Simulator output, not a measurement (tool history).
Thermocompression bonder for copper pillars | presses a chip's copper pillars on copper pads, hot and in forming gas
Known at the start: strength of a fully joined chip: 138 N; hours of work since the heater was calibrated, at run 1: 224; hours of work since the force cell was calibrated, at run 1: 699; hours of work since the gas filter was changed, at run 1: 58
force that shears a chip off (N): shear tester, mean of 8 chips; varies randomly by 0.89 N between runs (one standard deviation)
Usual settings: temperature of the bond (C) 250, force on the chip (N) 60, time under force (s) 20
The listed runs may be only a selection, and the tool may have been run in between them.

run,hour,temperature of the bond (C),force on the chip (N),time under force (s),hours of work since the heater was calibrated,hours of work since the force cell was calibrated,hours of work since the gas filter was changed,force that shears a chip off (N)
1,0.0,250,60,20,224,699,58,71.0
2,8.4,250,60,20,230,706,65,69.3
3,17.7,250,60,20,238,713,72,68.9
4,22.9,250,60,20,242,717,76,70.3
5,32.7,250,60,20,249,724,84,67.6
6,43.3,250,65,20,257,733,92,72.0
7,50.0,250,65,20,263,738,97,71.0
8,57.5,250,65,20,268,744,103,71.5
9,63.4,250,60,20,273,748,107,67.7
10,68.5,250,60,20,277,752,111,66.7
11,78.1,250,60,20,284,759,119,66.7
12,83.1,250,63,20,288,763,123,70.7
13,90.6,250,63,20,294,769,128,69.3
14,96.0,250,63,20,298,773,133,69.8
15,101.3,250,63,20,302,777,137,68.7
16,107.9,250,63,20,307,783,142,67.1
17,112.8,250,60,20,311,786,146,66.7
18,123.0,250,60,20,319,794,153,65.9
19,133.8,250,55,20,327,803,162,61.8
20,140.1,250,55,20,332,807,167,62.3
21,150.8,238,49,20,341,816,175,45.2
22,159.6,254,45,49,347,823,182,76.2
23,167.3,254,72,30,353,828,188,88.0
# hour 169.4: force cell calibrated
24,179.2,250,45,30,361,8,196,58.0
25,184.2,250,37,30,365,11,200,48.6
# hour 189.9: forming gas filter changed
26,191.2,247,38,20,370,16,1,44.5
27,201.5,250,60,40,378,24,9,84.9
28,210.6,250,60,40,385,31,16,83.5
29,218.6,257,78,18,392,38,22,86.4

What does the tool deliver on the next run?
30,223.0,272,38,22,395,41,26,?

{"run 30": {"force that shears a chip off (N)": 66.7}}
With the hidden condition absent and the run-to-run variation left alone, this run would have shown force that shears a chip off (N) 73.8.
